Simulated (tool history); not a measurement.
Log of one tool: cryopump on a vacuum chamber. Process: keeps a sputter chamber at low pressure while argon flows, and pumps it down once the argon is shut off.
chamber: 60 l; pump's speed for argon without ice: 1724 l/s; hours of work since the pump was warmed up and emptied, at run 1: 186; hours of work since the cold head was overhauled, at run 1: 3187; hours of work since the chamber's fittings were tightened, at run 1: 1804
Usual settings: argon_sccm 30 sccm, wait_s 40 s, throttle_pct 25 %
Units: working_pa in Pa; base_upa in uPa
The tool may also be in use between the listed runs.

run	day	argon_sccm	wait_s	throttle_pct	hours of work since the pump was warmed up and emptied	hours of work since the cold head was overhauled	hours of work since the chamber's fittings were tightened	working_pa	base_upa
1	0	30	40	25	186	3187	1804	0.1209	1.99
2	2.479	30	40	25	239	3240	1857	0.122	2.08
3	7.183	30	40	25	339	3340	1957	0.1221	2.17
4	9.55	30	40	25	389	3390	2007	0.1229	2.17
5	14.1	30	170	25	486	3487	2104	0.1251	1.6
6	17.392	19	170	25	556	3557	2174	0.0802	1.74
7	21.158	19	170	25	636	3637	2254	0.0815	1.91
# day 22.75: pump warmed up, emptied and cooled again
8	23.55	19	170	25	17	3683	2300	0.0747	1.48
9	26.875	19	170	25	88	3754	2371	0.0757	1.56
10	30.542	19	170	25	166	3832	2449	0.0763	1.58
11	34.129	30	40	17	242	3908	2525	0.1776	2.4
12	38.875	30	40	17	343	4009	2626	0.1794	2.55
13	43.583	30	45	25	443	4109	2726	0.1253	2.7
14	47.892	30	98	25	534	4200	2817	0.1287	2.28
15	53.196	30	40	48	647	4313	2930	0.075	3.1
# day 54.321: pump warmed up, emptied and cooled again
16	56.638	30	40	48	49	4382	2999	0.0638	2.51
17	60.867	30	26	24	139	4472	3089	0.1263	3.14
18	64.025	30	203	24	206	4539	3156	0.1267	2.01
19	68.133	28	148	38	294	4626	3243	0.0766	2.28
# day 70.2: leaking fittings of the chamber tightened, without venting
20	70.5	36	80	25	342	4675	6	0.1481	0.68
21	74.108	21	40	25	419	4751	83	0.0878	1.25
22	76.604	21	40	25	472	4804	136	0.0886	1.28
23	80.592	17	24	38	556	4889	221	0.0495	1.96
24	84.238	23	76	32	634	4966	298	0.0808	0.92
# day 85.833: pump warmed up, emptied and cooled again
25	87.425	23	158	19	34	5030	362	0.1208	0.6
26	92.642	30	274	31	145	5140	472	0.0983	0.57
27	96.425	25	274	31	225	5221	553	0.0825	0.64
28	101.742	44	274	31	338	5334	666	0.1475	0.72
29	105.733	30	26	25	423	5419	751	0.1272	2.09
30	110.625	13	70	20	527	5523	854	0.0675	1.36

Measured less the same run without the tool's hidden state. The same run-to-run variation is in both; the gauge's scatter may not be:
The hidden state here: pump's speed, % of a pump's without ice; cold plate's temperature, K; leak into the chamber, uPa l/s; drift of the gauge itself on working_pa, %; drift of the gauge itself on base_upa, %.
run	working_pa	base_upa
1	+0.0029	+0.9
2	+0.0036	+0.97
3	+0.0052	+1.06
4	+0.006	+1.1
5	+0.008	+1.24
6	+0.0059	+1.35
7	+0.0073	+1.5
8	+0.0006	+1.08
9	+0.0013	+1.16
10	+0.002	+1.24
11	+0.0045	+1.34
12	+0.0063	+1.48
13	+0.0079	+1.66
14	+0.0102	+1.76
15	+0.013	+2.03
16	+0.0019	+1.45
17	+0.0031	+1.57
18	+0.0041	+1.66
19	+0.0053	+1.82
20	+0.0077	+0.06
21	+0.0056	+0.12
22	+0.0063	+0.16
23	+0.0061	+0.23
24	+0.0099	+0.29
25	+0.0012	+0.2
26	+0.003	+0.28
27	+0.0037	+0.33
28	+0.0093	+0.43
29	+0.0081	+0.52
30	+0.0044	+0.63
